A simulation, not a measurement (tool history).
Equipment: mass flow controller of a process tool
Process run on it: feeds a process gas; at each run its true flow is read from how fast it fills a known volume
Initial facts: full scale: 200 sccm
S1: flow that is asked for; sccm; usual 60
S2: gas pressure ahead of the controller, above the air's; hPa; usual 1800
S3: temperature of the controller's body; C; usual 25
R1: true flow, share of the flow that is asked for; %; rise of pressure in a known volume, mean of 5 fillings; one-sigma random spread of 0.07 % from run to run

run	hour	S1	S2	S3	R1
1	0	60	1800	25	96.97
2	69.7	60	1800	25	96.94
3	156.5	60	1800	25	96.85
4	225.4	60	1800	29	96.51
5	338.9	60	1800	29	96.35
6	389.9	60	1800	29	96.46
7	463.2	60	2650	25	96.12
8	579.2	60	2520	25	96.29
9	670.3	60	2520	25	96.15
10	759.8	26	1800	25	94.09
11	829.3	26	1800	25	93.93
12	882.4	60	1800	27	96.24
13	948.5	60	1800	27	96.04
14	1007.2	60	1800	25	96.18
15	1074.8	60	1800	25	96.06
16	1139.6	60	1800	25	96.02
17	1248.5	26	1660	34	92.87
18	1319.4	26	1660	34	92.69
19	1431.8	60	2490	24	95.61
20	1488.9	186	1550	26	98.29
21	1569.3	171	1550	26	98.09
22	1631.9	60	2360	25	95.5
23	1707.7	200	2230	25	98.35
24	1793.5	136	2510	25	97.34
25	1896.6	136	2510	25	97.08
26	1958.7	60	2340	25	95.2
27	2009	24	2340	25	91.52
28	2115.9	24	2340	25	91.35
29	2178.6	39	2280	26	93.58
30	2289.9	56	1800	25	95.06
31	2400.1	60	2450	25	95.06
32	2463.1	60	2450	25	94.78

Pick out some run-to-run changes in R1. Of each, how much would a tool without hidden state show as well, from the settings, what came in and chance, and how much is left for the hidden state and any gauge scatter not in both results compared?
Unlogged tool condition in this case: flow at rest that the sensor doesn't see, % of full scale; true flow over the shown one, %; drift of the gauge itself on true_pct, %.
Run 16 -> 17: S1 60 -> 26, S2 1800 -> 1660, S3 25 -> 34. R1 -3.15 %: hidden state -2.41, all else -0.74.
Run 18 -> 19: S1 26 -> 60, S2 1660 -> 2490, S3 34 -> 24. R1 +2.92 %: hidden state +2.3, all else +0.62.
Run 26 -> 27: S1 60 -> 24. R1 -3.68 %: hidden state -3.3, all else -0.38.

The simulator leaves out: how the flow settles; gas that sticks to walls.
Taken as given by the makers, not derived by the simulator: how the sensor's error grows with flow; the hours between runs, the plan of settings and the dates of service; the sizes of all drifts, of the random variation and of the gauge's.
